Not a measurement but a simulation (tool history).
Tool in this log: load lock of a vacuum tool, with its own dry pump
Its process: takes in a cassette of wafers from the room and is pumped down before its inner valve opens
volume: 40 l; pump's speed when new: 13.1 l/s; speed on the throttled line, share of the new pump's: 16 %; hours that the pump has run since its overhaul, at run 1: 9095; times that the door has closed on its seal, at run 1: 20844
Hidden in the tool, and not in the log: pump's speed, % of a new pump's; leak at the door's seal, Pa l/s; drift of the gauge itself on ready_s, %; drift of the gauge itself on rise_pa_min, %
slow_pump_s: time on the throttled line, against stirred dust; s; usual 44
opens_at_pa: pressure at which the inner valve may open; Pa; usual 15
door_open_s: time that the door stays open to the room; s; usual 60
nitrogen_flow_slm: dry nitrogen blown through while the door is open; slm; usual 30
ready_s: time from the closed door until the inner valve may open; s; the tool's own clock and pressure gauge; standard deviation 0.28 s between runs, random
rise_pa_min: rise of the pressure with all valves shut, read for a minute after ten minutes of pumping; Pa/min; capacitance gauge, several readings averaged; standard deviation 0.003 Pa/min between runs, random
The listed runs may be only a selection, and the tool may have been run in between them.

run,day,slow_pump_s,opens_at_pa,door_open_s,nitrogen_flow_slm,hours that the pump has run since its overhaul,times that the door has closed on its seal,"incoming humidity of the room's air, %",ready_s,rise_pa_min
1,0,44,15,60,30,9095,20844,42.1,65.7,0.41
2,8.075,44,15,60,30,9289,21651,46.3,66.2,0.444
3,16.271,44,15,60,30,9485,22470,45.4,65.9,0.472
4,22.575,44,15,60,30,9637,23101,41.5,65.8,0.474
5,28.346,44,15,60,30,9775,23678,49.7,66.6,0.517
6,35.012,44,15,26,30,9935,24344,41.8,66.9,0.513
# day 35.629: door's seal changed, seat wiped
7,42.6,44,15,26,30,10116,697,47,65.9,0.028
8,54.892,44,12,26,30,10411,1926,46.9,67.5,0.041
9,65.921,33,15,60,38,10675,3028,45.8,57.6,0.056
10,74.579,45,15,60,21,10883,3893,43.8,67.3,0.069
11,83.279,45,15,60,21,11092,4763,46.2,67.1,0.085
12,90.833,45,15,60,21,11273,5518,44.2,68,0.088
13,96.025,45,15,60,21,11398,6037,47,67.7,0.102
14,108.2,67,15,60,10,11690,7254,43.4,85.9,0.124

Alternative continuations, all from the tool just after run 14; predict every row:
A,117.108,49,18,60,13,11904,8144,46.9,?,?
B,117.108,76,20,193,10,11904,8144,45.4,?,?
C,117.108,44,23,39,24,11904,8144,42.4,?,?
D,117.108,33,27,78,10,11904,8144,42.9,?,?

run,ready_s,rise_pa_min
A,70.3,0.131
B,92,0.181
C,65.4,0.11
D,55.8,0.135
Take away the tool's hidden state, keep each run's random variation, and the runs would have read:
run,ready_s,rise_pa_min
A,67.3,0.051
B,89.8,0.101
C,62.5,0.03
D,52.7,0.055

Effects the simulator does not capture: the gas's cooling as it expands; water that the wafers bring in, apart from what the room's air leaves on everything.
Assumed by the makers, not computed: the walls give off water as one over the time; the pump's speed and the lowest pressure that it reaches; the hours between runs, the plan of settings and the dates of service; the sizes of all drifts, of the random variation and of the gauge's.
